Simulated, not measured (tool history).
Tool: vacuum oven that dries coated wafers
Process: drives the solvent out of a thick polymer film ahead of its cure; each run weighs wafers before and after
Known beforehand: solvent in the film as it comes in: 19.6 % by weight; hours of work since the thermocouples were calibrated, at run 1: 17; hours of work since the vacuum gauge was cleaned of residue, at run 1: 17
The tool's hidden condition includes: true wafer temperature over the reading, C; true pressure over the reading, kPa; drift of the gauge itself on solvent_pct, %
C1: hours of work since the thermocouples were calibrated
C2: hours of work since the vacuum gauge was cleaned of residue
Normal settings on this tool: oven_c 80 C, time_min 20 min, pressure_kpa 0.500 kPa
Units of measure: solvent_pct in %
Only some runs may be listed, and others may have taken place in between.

run 1 day=0.000 | oven_c=80 time_min=20 pressure_kpa=0.500 | C1=17 C2=17 | solvent_pct=1.06
run 2 day=0.717 | oven_c=80 time_min=20 pressure_kpa=0.500 | C1=27 C2=27 | solvent_pct=1.10
run 3 day=1.246 | oven_c=80 time_min=20 pressure_kpa=0.500 | C1=34 C2=34 | solvent_pct=1.11
run 4 day=1.621 | oven_c=80 time_min=20 pressure_kpa=0.500 | C1=39 C2=39 | solvent_pct=1.09
run 5 day=2.108 | oven_c=80 time_min=20 pressure_kpa=0.500 | C1=46 C2=46 | solvent_pct=1.08
run 6 day=2.671 | oven_c=90 time_min=20 pressure_kpa=0.500 | C1=54 C2=54 | solvent_pct=0.17
run 7 day=3.096 | oven_c=90 time_min=20 pressure_kpa=0.500 | C1=59 C2=59 | solvent_pct=0.09
run 8 day=3.654 | oven_c=80 time_min=26 pressure_kpa=0.500 | C1=67 C2=67 | solvent_pct=0.55
run 9 day=3.958 | oven_c=80 time_min=26 pressure_kpa=0.500 | C1=71 C2=71 | solvent_pct=0.57
run 10 day=4.629 | oven_c=80 time_min=20 pressure_kpa=0.500 | C1=80 C2=80 | solvent_pct=1.08
run 11 day=5.321 | oven_c=72 time_min=20 pressure_kpa=0.500 | C1=90 C2=90 | solvent_pct=3.54
run 12 day=5.712 | oven_c=72 time_min=20 pressure_kpa=0.500 | C1=95 C2=95 | solvent_pct=3.60
run 13 day=6.238 | oven_c=72 time_min=20 pressure_kpa=0.500 | C1=103 C2=103 | solvent_pct=3.51
run 14 day=6.746 | oven_c=72 time_min=20 pressure_kpa=0.500 | C1=110 C2=110 | solvent_pct=3.50
run 15 day=7.212 | oven_c=72 time_min=20 pressure_kpa=0.500 | C1=116 C2=116 | solvent_pct=3.50
run 16 day=7.725 | oven_c=80 time_min=21 pressure_kpa=1.129 | C1=123 C2=123 | solvent_pct=1.16
run 17 day=8.050 | oven_c=80 time_min=20 pressure_kpa=0.440 | C1=127 C2=127 | solvent_pct=1.02
run 18 day=8.538 | oven_c=79 time_min=20 pressure_kpa=0.391 | C1=134 C2=134 | solvent_pct=1.27
run 19 day=9.238 | oven_c=93 time_min=20 pressure_kpa=0.500 | C1=144 C2=144 | solvent_pct=0.15
run 20 day=9.871 | oven_c=65 time_min=12 pressure_kpa=0.383 | C1=152 C2=152 | solvent_pct=9.40
run 21 day=10.192 | oven_c=92 time_min=16 pressure_kpa=1.015 | C1=157 C2=157 | solvent_pct=0.33

5 options for the next run, each taken on its own from the tool as it stands now. Forecast them:
run A day=10.617 | oven_c=73 time_min=18 pressure_kpa=1.015 | C1=163 C2=163 | solvent_pct=?
run B day=10.617 | oven_c=85 time_min=20 pressure_kpa=1.374 | C1=163 C2=163 | solvent_pct=?
run C day=10.617 | oven_c=80 time_min=20 pressure_kpa=1.953 | C1=163 C2=163 | solvent_pct=?
run D day=10.617 | oven_c=92 time_min=16 pressure_kpa=1.677 | C1=163 C2=163 | solvent_pct=?
run E day=10.617 | oven_c=88 time_min=27 pressure_kpa=0.873 | C1=163 C2=163 | solvent_pct=?

run=A solvent_pct=3.87
run=B solvent_pct=0.75
run=C solvent_pct=1.63
run=D solvent_pct=0.56
run=E solvent_pct=0.31
Without the tool's unlogged condition, the same runs would have read:
run=A solvent_pct=4.01
run=B solvent_pct=0.77
run=C solvent_pct=1.69
run=D solvent_pct=0.56
run=E solvent_pct=0.29

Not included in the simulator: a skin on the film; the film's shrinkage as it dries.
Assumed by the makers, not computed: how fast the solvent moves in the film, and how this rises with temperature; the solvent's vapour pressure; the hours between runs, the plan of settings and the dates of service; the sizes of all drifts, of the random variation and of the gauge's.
